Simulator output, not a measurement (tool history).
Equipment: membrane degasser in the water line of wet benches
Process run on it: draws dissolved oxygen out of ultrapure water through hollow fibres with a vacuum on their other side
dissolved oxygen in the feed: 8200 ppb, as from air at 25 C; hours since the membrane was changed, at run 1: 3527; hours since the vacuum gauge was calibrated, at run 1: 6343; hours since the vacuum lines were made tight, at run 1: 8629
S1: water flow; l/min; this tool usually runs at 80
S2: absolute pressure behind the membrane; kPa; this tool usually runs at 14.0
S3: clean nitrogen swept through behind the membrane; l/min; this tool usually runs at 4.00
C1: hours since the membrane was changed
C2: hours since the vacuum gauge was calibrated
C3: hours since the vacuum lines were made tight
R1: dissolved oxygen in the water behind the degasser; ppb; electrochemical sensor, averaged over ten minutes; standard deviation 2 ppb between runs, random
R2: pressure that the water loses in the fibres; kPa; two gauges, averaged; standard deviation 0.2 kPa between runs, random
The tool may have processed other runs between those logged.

run	hour	S1	S2	S3	C1	C2	C3	R1	R2
1	0.0	80	14.0	4.00	3527	6343	8629	479.0	47.60
2	156.3	80	14.0	4.00	3683	6499	8785	480.4	48.51
3	253.8	80	14.0	4.00	3781	6597	8882	478.2	47.98
4	419.1	80	14.0	4.00	3946	6762	9048	482.0	48.03
# hour 469.7: vacuum gauge calibrated
5	550.8	80	14.0	6.91	4077	81	9179	296.7	48.31
6	694.8	80	14.0	6.91	4221	225	9323	296.6	48.08
7	835.9	80	14.0	6.91	4362	366	9464	295.3	48.36
8	970.5	80	14.0	6.91	4497	501	9599	297.9	48.51
9	1124.7	80	14.0	6.91	4651	655	9753	297.4	48.33
10	1212.2	68	14.0	6.91	4739	743	9840	251.1	41.25
11	1349.4	68	14.0	6.91	4876	880	9978	253.6	41.15
12	1523.1	59	16.3	6.91	5050	1053	10151	264.2	35.44
13	1652.2	81	17.5	2.18	5179	1183	10280	989.5	49.39
14	1769.7	115	21.3	10.23	5296	1300	10398	509.5	70.31
15	1955.4	112	24.4	2.00	5482	1486	10584	1856.8	68.36
16	2050.4	112	24.4	2.00	5577	1581	10679	1858.2	68.26
17	2215.2	54	26.9	6.69	5742	1746	10843	448.5	33.28
18	2335.3	63	22.5	2.49	5862	1866	10964	972.9	38.71
19	2489.6	110	16.7	7.31	6016	2020	11118	494.0	67.32
20	2627.3	95	30.3	2.86	6154	2158	11256	1600.8	58.26
# hour 2703.9: seals of the vacuum lines changed
21	2729.9	95	8.8	1.60	6254	2258	26	614.8	58.42

Branching from run 21: 3 alternative next runs. What would each branch give?
A	2880.8	120	26.5	2.32	6405	2409	177	?	?
B	2880.8	53	25.9	4.11	6405	2409	177	?	?
C	2880.8	95	15.2	4.83	6405	2409	177	?	?

run	R1	R2
A	1920.4	73.94
B	639.3	32.56
C	528.9	58.47
With the hidden condition removed and each run's random variation left untouched, the same runs would have given:
run	R1	R2
A	1899.2	69.95
B	634.5	30.80
C	515.8	55.30
